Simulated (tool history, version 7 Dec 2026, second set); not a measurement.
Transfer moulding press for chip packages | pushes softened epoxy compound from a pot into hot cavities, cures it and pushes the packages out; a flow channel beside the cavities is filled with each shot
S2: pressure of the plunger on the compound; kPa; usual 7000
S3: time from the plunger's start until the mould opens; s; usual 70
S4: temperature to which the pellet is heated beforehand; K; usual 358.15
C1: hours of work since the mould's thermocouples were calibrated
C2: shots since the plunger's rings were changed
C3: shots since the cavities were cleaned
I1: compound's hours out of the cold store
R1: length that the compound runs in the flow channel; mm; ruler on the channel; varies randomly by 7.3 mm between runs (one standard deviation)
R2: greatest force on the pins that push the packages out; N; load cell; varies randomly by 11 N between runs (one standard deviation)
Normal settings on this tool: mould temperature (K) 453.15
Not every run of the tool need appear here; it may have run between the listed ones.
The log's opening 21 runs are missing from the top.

{"run": 22, "hour": 181.6, "mould temperature (K)": 453.15, "S2": 8030, "S3": 70, "S4": 358.15, "C1": 216, "C2": 1881, "C3": 380, "I1": 23, "R1": 906, "R2": 520}
{"run": 23, "hour": 192.9, "mould temperature (K)": 453.15, "S2": 8030, "S3": 88, "S4": 351.15, "C1": 223, "C2": 2039, "C3": 538, "I1": 44.2, "R1": 793, "R2": 352}
{"run": 24, "hour": 198.7, "mould temperature (K)": 454.15, "S2": 6120, "S3": 57, "S4": 355.15, "C1": 226, "C2": 2118, "C3": 617, "I1": 12.7, "R1": 837, "R2": 840}
{"run": 25, "hour": 208.0, "mould temperature (K)": 451.15, "S2": 5520, "S3": 62, "S4": 354.15, "C1": 232, "C2": 2247, "C3": 746, "I1": 20.5, "R1": 755, "R2": 806}
{"run": 26, "hour": 214.1, "mould temperature (K)": 451.15, "S2": 6630, "S3": 78, "S4": 357.15, "C1": 235, "C2": 2331, "C3": 830, "I1": 25.7, "R1": 820, "R2": 486}
{"run": 27, "hour": 224.4, "mould temperature (K)": 451.15, "S2": 6630, "S3": 78, "S4": 357.15, "C1": 242, "C2": 2474, "C3": 973, "I1": 38.6, "R1": 766, "R2": 445}
{"hour": 229.9, "done": "plunger's sealing rings changed"}
{"hour": 233.6, "done": "cavities cleaned with cleaning compound and waxed"}
{"run": 28, "hour": 236.4, "mould temperature (K)": 459.15, "S2": 7850, "S3": 74, "S4": 364.15, "C1": 247, "C2": 70, "C3": 39, "I1": 31.2, "R1": 843, "R2": 351}
{"run": 29, "hour": 244.6, "mould temperature (K)": 459.15, "S2": 6920, "S3": 74, "S4": 364.15, "C1": 252, "C2": 183, "C3": 152, "I1": 19.5, "R1": 828, "R2": 357}
{"run": 30, "hour": 253.8, "mould temperature (K)": 459.15, "S2": 7000, "S3": 70, "S4": 364.15, "C1": 257, "C2": 311, "C3": 280, "I1": 37.3, "R1": 767, "R2": 363}

Consider 3 possible next runs. They are alternatives, not a sequence: every one starts from the tool as it was left by run 30. What does each give?
{"run": "A", "hour": 260.5, "mould temperature (K)": 453.15, "S2": 6600, "S3": 70, "S4": 363.15, "C1": 261, "C2": 403, "C3": 372, "I1": 20.6, "R1": "?", "R2": "?"}
{"run": "B", "hour": 260.5, "mould temperature (K)": 448.15, "S2": 7000, "S3": 70, "S4": 364.15, "C1": 261, "C2": 403, "C3": 372, "I1": 26.2, "R1": "?", "R2": "?"}
{"run": "C", "hour": 260.5, "mould temperature (K)": 459.15, "S2": 7000, "S3": 106, "S4": 364.15, "C1": 261, "C2": 403, "C3": 372, "I1": 33.5, "R1": "?", "R2": "?"}

run=A R1=844 R2=525
run=B R1=848 R2=738
run=C R1=786 R2=331
The same runs, with their run-to-run variation unchanged, on a tool lacking any hidden condition would have given:
run=A R1=844 R2=523
run=B R1=849 R2=735
run=C R1=786 R2=330
